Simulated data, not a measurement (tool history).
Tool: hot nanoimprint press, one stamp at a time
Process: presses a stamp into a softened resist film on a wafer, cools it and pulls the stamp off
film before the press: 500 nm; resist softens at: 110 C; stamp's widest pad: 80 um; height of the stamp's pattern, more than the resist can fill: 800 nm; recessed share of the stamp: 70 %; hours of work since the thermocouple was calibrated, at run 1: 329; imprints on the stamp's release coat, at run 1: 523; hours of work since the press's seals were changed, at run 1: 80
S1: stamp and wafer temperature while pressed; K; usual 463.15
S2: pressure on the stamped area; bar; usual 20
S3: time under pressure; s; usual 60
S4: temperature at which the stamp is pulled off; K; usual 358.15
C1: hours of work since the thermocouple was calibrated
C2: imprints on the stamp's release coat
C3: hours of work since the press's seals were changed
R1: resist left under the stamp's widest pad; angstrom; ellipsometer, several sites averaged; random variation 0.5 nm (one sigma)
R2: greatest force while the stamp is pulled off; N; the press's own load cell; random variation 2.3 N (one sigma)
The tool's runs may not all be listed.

| run | hour | S1 | S2 | S3 | S4 | C1 | C2 | C3 | R1 | R2 |
|---|---|---|---|---|---|---|---|---|---|---|
| 1 | 0 | 463.15 | 20 | 60 | 358.15 | 329 | 523 | 80 | 2571 | 106 |
|  | 8.3 | plate thermocouple calibrated |
| 2 | 11.8 | 463.15 | 20 | 60 | 358.15 | 3 | 569 | 87 | 2568 | 108 |
| 3 | 20.7 | 463.15 | 20 | 60 | 358.15 | 10 | 615 | 94 | 2575 | 106 |
| 4 | 27.6 | 463.15 | 20 | 60 | 358.15 | 15 | 651 | 99 | 2579 | 111 |
| 5 | 33.9 | 466.15 | 20 | 60 | 358.15 | 20 | 683 | 104 | 2357 | 107 |
| 6 | 42.4 | 463.15 | 20 | 60 | 358.15 | 27 | 727 | 111 | 2583 | 105 |
| 7 | 47.9 | 463.15 | 20 | 60 | 358.15 | 31 | 756 | 116 | 2581 | 106 |
| 8 | 56.3 | 463.15 | 20 | 60 | 358.15 | 38 | 800 | 122 | 2593 | 106 |
| 9 | 62.7 | 463.15 | 20 | 60 | 358.15 | 43 | 833 | 127 | 2588 | 105 |
| 10 | 70.6 | 463.15 | 28.6 | 62 | 351.15 | 49 | 874 | 134 | 2158 | 117 |
| 11 | 76.5 | 473.15 | 13 | 56 | 343.15 | 54 | 905 | 138 | 2428 | 126 |
| 12 | 81.1 | 473.15 | 22.6 | 63 | 343.15 | 58 | 928 | 142 | 1746 | 129 |
| 13 | 89.8 | 473.15 | 22.6 | 63 | 343.15 | 65 | 973 | 149 | 1747 | 127 |
| 14 | 98.3 | 465.15 | 15.7 | 60 | 358.15 | 71 | 1018 | 156 | 2739 | 109 |
| 15 | 104.6 | 463.15 | 15.7 | 60 | 362.15 | 76 | 1050 | 161 | 2906 | 105 |
| 16 | 112 | 463.15 | 15.7 | 60 | 362.15 | 82 | 1089 | 166 | 2894 | 102 |

Hidden state at the last listed run before each entry between runs and at the first one after, where it differs:
Between runs 1 and 2: plate thermocouple calibrated (hour 8.3)
  true temperature over the reading, C: 0.05 -> 0; grip of the stamp's worn release coat, % over a new coat's: 0.5 -> 0.6; drift of the gauge itself on residual_nm, %: 0 -> 0.1
  measured less the result without the state, R1: -4 -> +2 angstrom
